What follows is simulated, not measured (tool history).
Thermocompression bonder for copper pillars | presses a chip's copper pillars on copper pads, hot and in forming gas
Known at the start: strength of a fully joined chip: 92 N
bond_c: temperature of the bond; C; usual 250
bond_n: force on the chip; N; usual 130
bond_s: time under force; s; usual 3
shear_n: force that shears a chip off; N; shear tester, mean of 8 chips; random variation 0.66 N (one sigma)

run	day	bond_c	bond_n	bond_s	shear_n
1	0	250	130	3	53.7
2	1.925	250	130	3	52.6
3	3.338	253	130	3	55.1
4	4.538	250	130	3	54.4
5	6.412	250	130	3	53.6
6	7.862	250	130	3	52.5
7	9.083	250	130	3	52.8
# day 9.629: heater calibrated with a thermocouple chip
8	10.117	244	131	2	46.4
9	11.079	237	108	3	43.7
10	13.008	229	80	3	32.2
11	14.683	225	80	3	29.8
# day 16.196: forming gas filter changed
12	16.375	225	80	3	30.7

5 ways to go on from here, each from the tool as it stands after run 12. What would each give?
A	17.512	222	80	2	?
B	17.512	263	130	5	?
C	17.512	250	91	3	?
D	17.512	247	94	5	?
E	17.512	250	100	3	?

run	shear_n
A	22.9
B	74.3
C	48.1
D	55.4
E	50.4
Without the tool's hidden state the same runs would have given:
run	shear_n
A	21.8
B	72.9
C	46.4
D	53.6
E	48.6
